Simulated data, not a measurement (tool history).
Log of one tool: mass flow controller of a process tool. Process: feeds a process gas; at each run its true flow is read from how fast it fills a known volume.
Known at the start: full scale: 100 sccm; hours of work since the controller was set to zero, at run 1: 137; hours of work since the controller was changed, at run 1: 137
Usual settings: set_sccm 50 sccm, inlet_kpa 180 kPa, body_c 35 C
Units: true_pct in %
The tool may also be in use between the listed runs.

run     hour  set_sccm  inlet_kpa  body_c  hours of work since the controller was set to zero  hours of work since the controller was changed  true_pct
  1      0.0        50        180      35                                                 137                                             137     97.79
  2    342.9        90        180      35                                                 349                                             349     98.40
  3    680.3        90        180      35                                                 558                                             558     98.12
  4   1048.7        50        180      31                                                 786                                             786     97.58
  5   1416.2        17        180      35                                                1014                                            1014     95.27
  6   1716.6        17        180      35                                                1200                                            1200     94.94
  7   2086.7        50        180      21                                                1429                                            1429     97.75
  8   2411.1        50        180      35                                                1630                                            1630     96.54
  9   2663.0        50        180      35                                                1786                                            1786     96.36
 10   2940.5        50        180      35                                                1958                                            1958     96.15
 11   3392.2        50        277      35                                                2238                                            2238     96.12
 12   3755.0        50        277      35                                                2463                                            2463     96.06
 13   4038.4        50        180      35                                                2638                                            2638     95.57
 14   4499.9        50        180      35                                                2924                                            2924     95.35
 15   4840.9        50        247      35                                                3136                                            3136     95.44
 16   5127.2        50        247      35                                                3313                                            3313     95.15
 17   5545.8        50        247      35                                                3572                                            3572     94.88
 18   5884.8        50        247      35                                                3782                                            3782     94.87
 19   6293.6        50        247      35                                                4035                                            4035     94.57
 20   6798.7        50        255      35                                                4348                                            4348     94.32
 21   7165.8        50        255      31                                                4576                                            4576     94.44
 22   7425.1        50        196      26                                                4736                                            4736     94.53
 23   7690.4        15        180      35                                                4901                                            4901     87.92
 24   8080.1        15        180      35                                                5142                                            5142     87.34
 25   8436.7        18        170      38                                                5363                                            5363     88.13
 26   8923.3        31        180      32                                                5664                                            5664     91.29
 27   9151.4        75        227      35                                                5806                                            5806     94.17
 28   9393.9        38        168      29                                                5956                                            5956     92.19
 29   9818.5        11        143      25                                                6219                                            6219     82.74
 30  10106.9        53        260      21                                                6398                                            6398     93.98
 31  10509.8        56        141      21                                                6647                                            6647     93.57
 32  10761.9        64        141      21                                                6803                                            6803     93.86
     11047.8  -- controller's zero set anew
 33  11265.4        23        180      33                                                 135                                            7115     94.34
 34  11624.1        23        180      33                                                 357                                            7337     94.15
 35  11943.4        17        180      27                                                 555                                            7535     93.92
 36  12210.3        17        180      27                                                 720                                            7700     93.64
 37  12505.1        17        180      27                                                 903                                            7883     93.38
 38  12906.2        95        185      21                                                1151                                            8131     96.07
 39  13230.2        16        255      21                                                1352                                            8332     93.19

3 ways to go on from here, each from the tool as it stands after run 39. What would each give?
  A  13445.0        50        194      25                                                1485                                            8465         ?
  B  13445.0        60        204      21                                                1485                                            8465         ?
  C  13445.0        13        277      25                                                1485                                            8465         ?

run  true_pct
  A     94.47
  B     94.93
  C     92.09
Without the tool's hidden state the same runs would have given:
run  true_pct
  A     99.13
  B     99.48
  C     98.61
